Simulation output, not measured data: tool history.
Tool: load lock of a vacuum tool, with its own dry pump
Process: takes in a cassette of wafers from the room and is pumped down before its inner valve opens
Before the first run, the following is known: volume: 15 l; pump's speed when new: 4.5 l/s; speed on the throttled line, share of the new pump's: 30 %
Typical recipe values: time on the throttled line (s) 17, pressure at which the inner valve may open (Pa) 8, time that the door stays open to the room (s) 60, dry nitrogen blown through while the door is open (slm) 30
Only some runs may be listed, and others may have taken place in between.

run	day	time on the throttled line (s)	pressure at which the inner valve may open (Pa)	time that the door stays open to the room (s)	dry nitrogen blown through while the door is open (slm)	incoming humidity of the room's air, %	time from the closed door until the inner valve may open (s)	rise of the pressure with all valves shut (Pa/min)
1	0.000	17	8	60	30	45.9	44.9	0.135
2	6.383	17	8	60	30	42.2	44.0	0.137
3	12.692	17	8	60	30	46.1	44.0	0.147
4	15.842	17	8	60	30	46.7	44.0	0.153
5	20.425	17	8	60	30	46.9	44.0	0.158
6	24.454	17	8	60	30	40.8	44.7	0.159
7	27.442	17	8	60	30	41.9	44.8	0.158
8	32.608	28	8	60	30	46.7	52.6	0.170
9	37.712	28	8	60	30	43.2	52.8	0.170
10	41.700	28	8	60	30	46.3	52.0	0.174
11	48.196	17	8	60	30	47.6	44.5	0.182
12	55.379	17	8	60	30	47.3	45.0	0.189
13	58.617	17	8	60	30	42.9	44.3	0.186
14	62.067	17	8	60	30	45.3	45.4	0.193
15	68.729	17	8	60	30	45.7	45.3	0.198
16	73.333	17	8	60	30	46.2	44.9	0.206
17	79.725	17	8	60	30	45.2	44.8	0.210
18	82.942	17	8	60	4	42.8	45.0	0.225
19	87.012	17	8	60	4	43.4	45.0	0.224
20	90.862	11	8	27	5	44.0	40.7	0.213
21	97.417	28	8	60	30	46.9	52.8	0.221
22	103.658	17	8	183	30	51.0	45.0	0.268
23	108.192	11	8	95	9	40.6	41.7	0.250
24	113.333	11	8	95	9	45.7	42.2	0.263
25	120.104	17	8	34	30	42.4	45.9	0.230
26	125.317	17	8	34	30	43.2	45.7	0.253
27	129.354	17	8	34	4	43.3	45.2	0.252
28	136.096	17	8	34	4	44.7	46.0	0.266
29	139.129	21	15	60	30	44.7	45.9	0.269
30	144.517	9	8	209	37	44.7	40.4	0.306
31	150.571	8	8	209	37	42.3	40.0	0.306
32	157.433	17	8	71	13	46.6	45.8	0.302
33	162.475	17	8	53	15	42.5	45.2	0.286
34	166.442	17	8	53	15	44.8	45.6	0.298
35	171.317	17	8	53	15	44.2	45.9	0.302
36	177.608	17	8	53	15	42.7	45.8	0.311
37	181.767	17	8	53	15	46.2	45.9	0.322

Had the tool no unlogged condition, and each run kept its random variation, what would the results have been?
The tool's hidden condition here consists of: pump's speed, % of a new pump's; leak at the door's seal, Pa l/s; drift of the gauge itself on ready_s, %; drift of the gauge itself on rise_pa_min, %.
run	time from the closed door until the inner valve may open (s)	rise of the pressure with all valves shut (Pa/min)
1	44.4	0.025
2	43.4	0.022
3	43.4	0.028
4	43.3	0.029
5	43.3	0.032
6	43.9	0.030
7	44.0	0.028
8	51.8	0.033
9	52.0	0.028
10	51.2	0.031
11	43.5	0.032
12	43.9	0.035
13	43.2	0.031
14	44.3	0.034
15	44.1	0.032
16	43.7	0.034
17	43.5	0.032
18	43.7	0.044
19	43.6	0.042
20	39.1	0.026
21	51.5	0.030
22	43.4	0.069
23	39.9	0.044
24	40.4	0.055
25	44.2	0.017
26	43.9	0.027
27	43.4	0.031
28	44.1	0.032
29	44.3	0.034
30	38.2	0.063
31	37.7	0.056
32	43.7	0.047
33	43.1	0.030
34	43.4	0.038
35	43.7	0.032
36	43.5	0.035
37	43.6	0.032
